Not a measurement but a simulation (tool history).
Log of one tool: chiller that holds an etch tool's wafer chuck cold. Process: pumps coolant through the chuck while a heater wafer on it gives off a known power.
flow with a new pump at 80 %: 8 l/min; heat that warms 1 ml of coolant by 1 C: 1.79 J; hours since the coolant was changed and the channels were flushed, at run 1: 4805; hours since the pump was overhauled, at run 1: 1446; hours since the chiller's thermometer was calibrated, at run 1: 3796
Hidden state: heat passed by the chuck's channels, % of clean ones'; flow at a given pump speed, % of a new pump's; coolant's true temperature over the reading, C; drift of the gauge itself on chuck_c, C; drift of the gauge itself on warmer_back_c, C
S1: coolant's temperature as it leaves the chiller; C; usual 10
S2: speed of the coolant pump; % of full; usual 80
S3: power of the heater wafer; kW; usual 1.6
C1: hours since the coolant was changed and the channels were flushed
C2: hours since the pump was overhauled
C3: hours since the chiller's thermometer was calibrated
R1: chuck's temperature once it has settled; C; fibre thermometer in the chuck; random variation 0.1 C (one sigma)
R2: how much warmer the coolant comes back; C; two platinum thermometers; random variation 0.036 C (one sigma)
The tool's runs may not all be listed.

run     day  S1  S2     S3    C1    C2    C3    R1     R2
  1       0  10  80    1.6  4805  1446  3796  26.3   6.93
  2   1.433  10  78    1.6  4839  1481  3830  26.7   7.13
  3   3.121   9  80    1.6  4880  1521  3871  25.2   6.99
  4    4.45   9  80    1.6  4912  1553  3903  25.3   6.95
  5   5.962  11  80    1.6  4948  1589  3939  27.5   6.95
      7.833  -- chiller's thermometer calibrated
  6   8.225  10  63    1.6  5002  1643     9  29.8   9.16
  7  10.462  10  63    1.6  5055  1696    63  29.5   9.23
  8  12.175  15  80    1.6  5096  1738   104  31.7   7.02
  9  14.888  10  80  0.848  5161  1803   169  18.7   3.75
 10  17.354  10  80  0.848  5221  1862   228  18.9   3.73
 11  18.554  10  80    1.6  5249  1891   257  26.6   7.06
 12  21.433  10  80    1.6  5319  1960   326  26.7   7.08
 13  23.079  10  63    1.6  5358  1999   366    30   9.29
 14  25.496  10  65    1.6  5416  2057   424  29.4   8.91
 15  27.862  10  80    1.6  5473  2114   481  26.9   7.02
 16  30.779  10  80    1.6  5543  2184   551  26.8   7.09
 17  32.133  10  80    1.6  5575  2217   583    27   7.08
 18  34.854  10  80    1.6  5641  2282   649  27.1   7.12
 19  36.221  20  67    1.6  5673  2315   681  39.1   8.72
 20  38.279  10  64  1.918  5723  2364   731  34.1  11.06
 21  40.758  10  64  1.918  5782  2424   790  34.1  11.02
 22  41.988  10  64  1.085  5812  2453   820  23.7   6.22
 23  43.529  18  80    1.6  5849  2490   857  35.2   7.19
 24  45.454   8  80  1.458  5895  2536   903  23.7   6.53
 25  47.375   8  80  1.458  5941  2582   949  23.5   6.54
 26  48.942  14  74  0.832  5979  2620   987  23.6   4.05
 27  51.458  12  80  1.088  6039  2680  1047  23.9   4.92
 28  54.267  12  80  1.088  6106  2748  1114  23.8   4.91
 29  57.017  12  80  1.088  6173  2814  1180  23.7   4.97
 30  58.592   8  80  1.088  6210  2852  1218    20   4.95
 31  61.204   8  80  1.088  6273  2914  1281  19.9   4.93

Run 32 comes next. What will it give?
 32  63.188   7  80  2.168  6321  2962  1329   ?   ?

{"run 32": {"R1": 31.1, "R2": 9.85}}
Without the tool's hidden state the same run would have given R1 25.8 C, R2 9.07 C.
